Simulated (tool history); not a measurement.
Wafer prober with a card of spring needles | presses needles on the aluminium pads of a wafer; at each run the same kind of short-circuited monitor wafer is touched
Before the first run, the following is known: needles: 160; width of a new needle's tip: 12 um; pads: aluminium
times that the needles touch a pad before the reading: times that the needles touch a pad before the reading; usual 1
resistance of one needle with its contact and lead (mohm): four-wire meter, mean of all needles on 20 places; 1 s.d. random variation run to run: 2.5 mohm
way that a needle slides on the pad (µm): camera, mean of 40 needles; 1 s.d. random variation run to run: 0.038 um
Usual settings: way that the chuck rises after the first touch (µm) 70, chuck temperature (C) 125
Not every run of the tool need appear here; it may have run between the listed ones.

run   hour  way that the chuck rises after the first touch (µm)  chuck temperature (C)  times that the needles touch a pad before the reading  resistance of one needle with its contact and lead (mohm)  way that a needle slides on the pad (µm)
  1    0.0                                                   70                    125                                                      1                                                        296                                     15.80
       7.9  -- tips cleaned on abrasive film
  2   17.9                                                   70                    125                                                      1                                                        296                                     15.79
      19.8  -- tips cleaned on abrasive film
      30.6  -- tips cleaned on abrasive film
  3   39.2                                                   70                    125                                                      1                                                        294                                     15.78
      42.6  -- tips cleaned on abrasive film
  4   51.4                                                   70                    125                                                      1                                                        294                                     15.85
      54.2  -- tips cleaned on abrasive film
      65.5  -- tips cleaned on abrasive film
  5   69.9                                                   70                    125                                                      1                                                        295                                     15.85
      77.0  -- tips cleaned on abrasive film
      88.4  -- tips cleaned on abrasive film
  6   89.5                                                   70                    125                                                      1                                                        294                                     15.91
      99.8  -- tips cleaned on abrasive film
  7  105.7                                                   70                    125                                                      1                                                        295                                     15.86
     112.2  -- tips cleaned on abrasive film
     123.9  -- tips cleaned on abrasive film
  8  123.9                                                   70                    125                                                      1                                                        292                                     15.89
  9  133.9                                                   70                    125                                                      2                                                        292                                     15.97
     135.8  -- tips cleaned on abrasive film
 10  145.5                                                   70                    125                                                      2                                                        291                                     15.97
     147.6  -- tips cleaned on abrasive film
     158.9  -- tips cleaned on abrasive film
 11  163.4                                                   70                    125                                                      1                                                        292                                     15.97
     170.1  -- tips cleaned on abrasive film
     180.9  -- tips cleaned on abrasive film
 12  183.1                                                   67                    125                                                      1                                                        293                                     15.29
     192.4  -- tips cleaned on abrasive film
 13  197.4                                                   70                    125                                                      3                                                        292                                     16.00
     203.2  -- tips cleaned on abrasive film
 14  211.2                                                   70                     70                                                      3                                                        277                                     16.00
     214.6  -- tips cleaned on abrasive film
     214.9  -- height of the first contact set anew
     226.6  -- tips cleaned on abrasive film
 15  227.3                                                   70                    125                                                      1                                                        295                                     15.96
     237.9  -- tips cleaned on abrasive film
 16  245.1                                                   70                    125                                                      1                                                        291                                     16.06
     249.2  -- tips cleaned on abrasive film
     258.0  -- gauge calibrated
 17  259.2                                                   70                    125                                                      1                                                        300                                     15.75
     260.5  -- tips cleaned on abrasive film
     271.9  -- tips cleaned on abrasive film
 18  274.8                                                   70                    125                                                      1                                                        296                                     15.78
     284.4  -- tips cleaned on abrasive film
 19  289.8                                                   70                    125                                                      1                                                        299                                     15.78
     296.2  -- tips cleaned on abrasive film
     307.2  -- tips cleaned on abrasive film
 20  311.6                                                   70                    125                                                      1                                                        298                                     15.83
     318.3  -- tips cleaned on abrasive film
 21  324.0                                                   67                    125                                                      2                                                        295                                     15.25
     329.1  -- tips cleaned on abrasive film
     341.1  -- tips cleaned on abrasive film
 22  343.9                                                   52                     56                                                      2                                                        275                                     11.77
     351.9  -- tips cleaned on abrasive film
 23  359.6                                                   57                     81                                                      1                                                        283                                     12.94
     364.0  -- tips cleaned on abrasive film
     374.9  -- tips cleaned on abrasive film
 24  374.9                                                   84                    125                                                      3                                                        293                                     19.17
     386.4  -- tips cleaned on abrasive film
 25  394.8                                                   84                    125                                                      3                                                        292                                     19.16
     398.2  -- tips cleaned on abrasive film
     409.4  -- tips cleaned on abrasive film
 26  409.4                                                   84                    125                                                      3                                                        291                                     19.03
     421.3  -- tips cleaned on abrasive film
 27  421.3                                                   66                     49                                                      1                                                        267                                     15.01
     433.0  -- tips cleaned on abrasive film
 28  434.3                                                   66                     49                                                      1                                                        269                                     15.04
     444.6  -- tips cleaned on abrasive film
 29  450.3                                                   58                     49                                                      1                                                        272                                     13.25
     455.9  -- tips cleaned on abrasive film
 30  460.5                                                   70                     27                                                      1                                                        264                                     15.92
     466.7  -- tips cleaned on abrasive film
     477.6  -- tips cleaned on abrasive film
 31  483.5                                                   70                     27                                                      1                                                        262                                     15.93
     487.5  -- height of the first contact set anew
     489.5  -- tips cleaned on abrasive film
 32  495.2                                                   53                     48                                                      1                                                        274                                     12.12
     500.7  -- tips cleaned on abrasive film
 33  509.9                                                   70                     35                                                      1                                                        266                                     15.98

Each row is a separate what-if for the run after 33, all from the same tool condition, not one after another. Results?
     513.2  -- tips cleaned on abrasive film
  A  521.9                                                   90                     35                                                      1                                                          ?                                         ?
     513.2  -- tips cleaned on abrasive film
  B  521.9                                                   76                     35                                                      3                                                          ?                                         ?
     513.2  -- tips cleaned on abrasive film
  C  521.9                                                   54                     35                                                      1                                                          ?                                         ?

run  resistance of one needle with its contact and lead (mohm)  way that a needle slides on the pad (µm)
  A                                                        268                                     20.60
  B                                                        268                                     17.42
  C                                                        276                                     12.36
Without the tool's unlogged condition, the same runs would have read:
run  resistance of one needle with its contact and lead (mohm)  way that a needle slides on the pad (µm)
  A                                                        267                                     20.27
  B                                                        267                                     17.14
  C                                                        274                                     12.17
